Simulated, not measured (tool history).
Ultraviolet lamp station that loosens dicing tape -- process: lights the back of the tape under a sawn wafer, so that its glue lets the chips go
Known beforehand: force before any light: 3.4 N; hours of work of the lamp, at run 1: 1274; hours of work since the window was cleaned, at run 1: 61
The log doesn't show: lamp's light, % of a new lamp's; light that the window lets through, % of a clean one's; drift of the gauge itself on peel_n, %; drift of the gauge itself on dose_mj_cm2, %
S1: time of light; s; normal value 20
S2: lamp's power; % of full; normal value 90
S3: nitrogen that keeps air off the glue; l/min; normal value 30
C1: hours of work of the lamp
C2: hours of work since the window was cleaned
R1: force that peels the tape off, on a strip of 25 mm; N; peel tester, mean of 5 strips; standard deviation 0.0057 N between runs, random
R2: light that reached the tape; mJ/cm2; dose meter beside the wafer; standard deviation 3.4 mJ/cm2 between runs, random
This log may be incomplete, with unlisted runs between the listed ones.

Run 1, hour 0: usual settings; C1 1274; C2 61. Result: R1 0.273 N, R2 410 mJ/cm2.
Run 2, hour 57.2: usual settings; C1 1315; C2 102. Result: R1 0.28 N, R2 397 mJ/cm2.
Run 3, hour 147.1: usual settings but S3 16 l/min; C1 1380; C2 167. Result: R1 0.486 N, R2 373 mJ/cm2.
Run 4, hour 243.5: usual settings but S3 16 l/min; C1 1450; C2 237. Result: R1 0.551 N, R2 351 mJ/cm2.
At hour 261.1: window cleaned of glue's vapour.
Run 5, hour 304.7: usual settings but S2 95 % of full; C1 1493; C2 31. Result: R1 0.248 N, R2 421 mJ/cm2.
Run 6, hour 346.1: usual settings but S2 95 % of full, S3 57 l/min; C1 1523; C2 61. Result: R1 0.181 N, R2 411 mJ/cm2.
Run 7, hour 431.2: usual settings but S2 95 % of full, S3 57 l/min; C1 1585; C2 123. Result: R1 0.207 N, R2 382 mJ/cm2.
Run 8, hour 485.6: usual settings but S1 32 s; C1 1624; C2 162. Result: R1 0.13 N, R2 565 mJ/cm2.
Run 9, hour 531.6: usual settings but S1 32 s; C1 1657; C2 195. Result: R1 0.143 N, R2 547 mJ/cm2.
Run 10, hour 586.7: usual settings but S1 32 s; C1 1697; C2 235. Result: R1 0.139 N, R2 532 mJ/cm2.
At hour 606.5: window cleaned of glue's vapour.
Run 11, hour 661.3: usual settings but S1 32 s; C1 1750; C2 40. Result: R1 0.123 N, R2 595 mJ/cm2.
Run 12, hour 743.3: usual settings; C1 1809; C2 99. Result: R1 0.364 N, R2 355 mJ/cm2.
At hour 757.7: lamp changed.
Run 13, hour 815.8: usual settings but S3 27 l/min; C1 42; C2 150. Result: R1 0.185 N, R2 491 mJ/cm2.
Run 14, hour 876.5: usual settings but S3 27 l/min; C1 86; C2 194. Result: R1 0.205 N, R2 475 mJ/cm2.
Run 15, hour 934.5: usual settings; C1 128; C2 236. Result: R1 0.193 N, R2 457 mJ/cm2.
At hour 953: window cleaned of glue's vapour.
Run 16, hour 982.4: usual settings; C1 162; C2 21. Result: R1 0.155 N, R2 520 mJ/cm2.
Run 17, hour 1034.1: usual settings but S1 39 s, S2 72 % of full, S3 32 l/min; C1 199; C2 59. Result: R1 0.07 N, R2 788 mJ/cm2.
Run 18, hour 1110.7: usual settings but S3 40 l/min; C1 254; C2 114. Result: R1 0.139 N, R2 493 mJ/cm2.
Run 19, hour 1157: usual settings but S3 40 l/min; C1 288; C2 147. Result: R1 0.17 N, R2 477 mJ/cm2.
Run 20, hour 1205.6: usual settings but S3 40 l/min; C1 323; C2 182. Result: R1 0.175 N, R2 457 mJ/cm2.
At hour 1298.1: window cleaned of glue's vapour.
Run 21, hour 1308.4: usual settings but S3 40 l/min; C1 397; C2 7. Result: R1 0.133 N, R2 511 mJ/cm2.
Run 22, hour 1354.9: usual settings but S2 63 % of full, S3 12 l/min; C1 430; C2 41. Result: R1 0.66 N, R2 344 mJ/cm2.
Run 23, hour 1443.4: usual settings but S1 10 s, S2 78 % of full, S3 12 l/min; C1 494; C2 105. Result: R1 1.241 N, R2 204 mJ/cm2.
Run 24, hour 1538.9: usual settings but S1 10 s, S2 78 % of full, S3 12 l/min; C1 563; C2 174. Result: R1 1.338 N, R2 193 mJ/cm2.
Run 25, hour 1626.1: usual settings but S1 10 s, S2 63 % of full, S3 12 l/min; C1 626; C2 237. Result: R1 1.672 N, R2 142 mJ/cm2.
At hour 1643: window cleaned of glue's vapour.
Run 26, hour 1680.7: usual settings but S1 10 s, S2 63 % of full, S3 12 l/min; C1 665; C2 27. Result: R1 1.535 N, R2 163 mJ/cm2.
Run 27, hour 1731.9: usual settings but S1 34 s, S2 77 % of full, S3 14 l/min; C1 702; C2 64. Result: R1 0.157 N, R2 673 mJ/cm2.
Run 28, hour 1778.3: usual settings but S1 12 s; C1 735; C2 98. Result: R1 0.59 N, R2 265 mJ/cm2.
Run 29, hour 1831.8: usual settings but S1 15 s; C1 774; C2 136. Result: R1 0.417 N, R2 328 mJ/cm2.
Run 30, hour 1905.4: usual settings but S1 15 s; C1 827; C2 189. Result: R1 0.464 N, R2 314 mJ/cm2.
At hour 1987.1: window cleaned of glue's vapour.
Run 31, hour 1987.1: usual settings but S1 15 s; C1 885; C2 0. Result: R1 0.384 N, R2 355 mJ/cm2.
Run 32, hour 2056.4: usual settings but S1 31 s, S2 100 % of full, S3 17 l/min; C1 935; C2 50. Result: R1 0.104 N, R2 763 mJ/cm2.

Consider 5 possible next runs. They are alternatives, not a sequence: every one starts from the tool as it was left by run 32. What does each give?
Run A, hour 2138.9: usual settings but S1 31 s, S2 81 % of full, S3 15 l/min; C1 995; C2 109. Result: R1 ?, R2 ?.
Run B, hour 2138.9: usual settings but S1 29 s, S2 62 % of full, S3 17 l/min; C1 995; C2 109. Result: R1 ?, R2 ?.
Run C, hour 2138.9: usual settings but S1 16 s, S2 76 % of full, S3 34 l/min; C1 995; C2 109. Result: R1 ?, R2 ?.
Run D, hour 2138.9: usual settings but S1 15 s, S2 97 % of full, S3 55 l/min; C1 995; C2 109. Result: R1 ?, R2 ?.
Run E, hour 2138.9: usual settings but S1 26 s, S2 89 % of full, S3 26 l/min; C1 995; C2 109. Result: R1 ?, R2 ?.

run     R1   R2
  A  0.193  597
  B  0.374  427
  C  0.512  286
  D  0.269  345
  E  0.164  548
Take away the tool's hidden state, keep each run's random variation, and the runs would have read:
run     R1   R2
  A  0.111  774
  B  0.213  554
  C  0.308  372
  D  0.148  448
  E  0.099  712
